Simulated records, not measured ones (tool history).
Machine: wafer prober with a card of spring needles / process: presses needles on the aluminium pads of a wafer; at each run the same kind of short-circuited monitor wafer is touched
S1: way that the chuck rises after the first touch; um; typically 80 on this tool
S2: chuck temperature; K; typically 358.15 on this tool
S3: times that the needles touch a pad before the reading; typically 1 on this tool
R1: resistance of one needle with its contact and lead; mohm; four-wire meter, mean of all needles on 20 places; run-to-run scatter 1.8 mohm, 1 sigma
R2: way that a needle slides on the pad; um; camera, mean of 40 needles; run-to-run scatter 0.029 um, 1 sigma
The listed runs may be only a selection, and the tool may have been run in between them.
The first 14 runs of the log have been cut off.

At day 7.429: tips cleaned on abrasive film.
Run 15, day 7.775: usual settings. Result: R1 326 mohm, R2 15.83 um.
At day 8.108: tips cleaned on abrasive film.
Run 16, day 8.392: usual settings. Result: R1 310 mohm, R2 15.85 um.
At day 8.779: tips cleaned on abrasive film.
Run 17, day 9.029: usual settings but S1 87 um, S2 307.15 K. Result: R1 295 mohm, R2 17.23 um.
At day 9.467: tips cleaned on abrasive film.
Run 18, day 9.538: usual settings but S1 92 um, S2 379.15 K. Result: R1 232 mohm, R2 18.15 um.
Run 19, day 10.067: usual settings but S3 2. Result: R1 274 mohm, R2 15.81 um.
At day 10.158: tips cleaned on abrasive film.
Run 20, day 10.558: usual settings but S2 376.15 K, S3 3. Result: R1 239 mohm, R2 15.82 um.
At day 10.829: tips cleaned on abrasive film.
Run 21, day 11.217: usual settings but S2 376.15 K, S3 3. Result: R1 238 mohm, R2 15.83 um.
At day 11.508: tips cleaned on abrasive film.
Run 22, day 11.642: usual settings but S2 376.15 K, S3 3. Result: R1 216 mohm, R2 15.8 um.
Run 23, day 12: usual settings but S1 74 um, S2 376.15 K. Result: R1 354 mohm, R2 14.61 um.
At day 12.175: tips cleaned on abrasive film.
Run 24, day 12.792: usual settings but S1 64 um, S2 327.15 K. Result: R1 422 mohm, R2 12.49 um.
At day 12.867: tips cleaned on abrasive film.
At day 12.996: height of the first contact set anew.
Run 25, day 13.296: usual settings but S1 64 um, S2 368.15 K, S3 2. Result: R1 315 mohm, R2 12.83 um.
At day 13.538: tips cleaned on abrasive film.
Run 26, day 13.842: usual settings but S1 64 um, S2 368.15 K, S3 2. Result: R1 301 mohm, R2 12.8 um.
At day 14.192: tips cleaned on abrasive film.
Run 27, day 14.371: usual settings but S1 64 um, S2 368.15 K, S3 2. Result: R1 277 mohm, R2 12.8 um.
At day 14.888: tips cleaned on abrasive film.
Run 28, day 15.004: usual settings but S1 70 um. Result: R1 281 mohm, R2 14.03 um.
At day 15.583: tips cleaned on abrasive film.
Run 29, day 15.6: usual settings but S1 70 um. Result: R1 214 mohm, R2 14 um.
Run 30, day 15.929: usual settings but S1 70 um. Result: R1 359 mohm, R2 14.01 um.

The next listed run, before its measurement:
At day 16.267: tips cleaned on abrasive film.
Run 31, day 16.462: usual settings but S1 70 um. Result: R1 ?, R2 ?.

R1: 332 mohm
R2: 13.96 um
Minus the tool's unlogged condition, the same run would have read R1 188 mohm, R2 14.04 um.
